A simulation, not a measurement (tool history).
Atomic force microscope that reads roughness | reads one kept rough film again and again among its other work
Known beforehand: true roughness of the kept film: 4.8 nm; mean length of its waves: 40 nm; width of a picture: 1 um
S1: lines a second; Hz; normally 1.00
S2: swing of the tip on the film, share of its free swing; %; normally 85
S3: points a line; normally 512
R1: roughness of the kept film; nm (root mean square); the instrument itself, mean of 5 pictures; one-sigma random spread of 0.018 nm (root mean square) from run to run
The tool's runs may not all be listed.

run,hour,S1,S2,S3,R1
1,0.0,1.00,85,512,4.292
2,8.8,1.00,85,512,4.253
3,23.9,1.00,85,512,4.148
4,38.5,1.00,85,512,3.978
5,47.3,1.00,85,512,3.953
6,56.5,1.85,85,512,3.787
7,68.9,1.85,85,964,3.702
8,79.7,1.85,85,964,3.645
9,91.8,1.85,85,964,3.565
# hour 101.2: new tip fitted
10,104.6,1.85,85,964,4.193
11,117.7,1.85,85,964,4.080
12,129.5,0.82,85,512,4.115
13,137.4,1.03,85,512,4.043
14,155.6,1.03,85,512,3.919
15,172.3,0.78,85,323,3.830
16,187.3,0.78,85,323,3.720
17,204.3,0.78,85,323,3.641
# hour 205.8: new tip fitted
18,222.6,0.78,58,580,4.312
19,232.2,0.53,57,964,4.285
20,249.1,0.55,57,428,4.132

What if the next run were any one of these 3? Each begins from the tool's condition after run 20:
A,258.1,1.29,67,696,?
B,258.1,1.00,85,383,?
C,258.1,1.82,57,428,?

run,R1
A,4.055
B,3.936
C,4.024
Without the tool's hidden state the same runs would have given:
run,R1
A,4.496
B,4.365
C,4.461
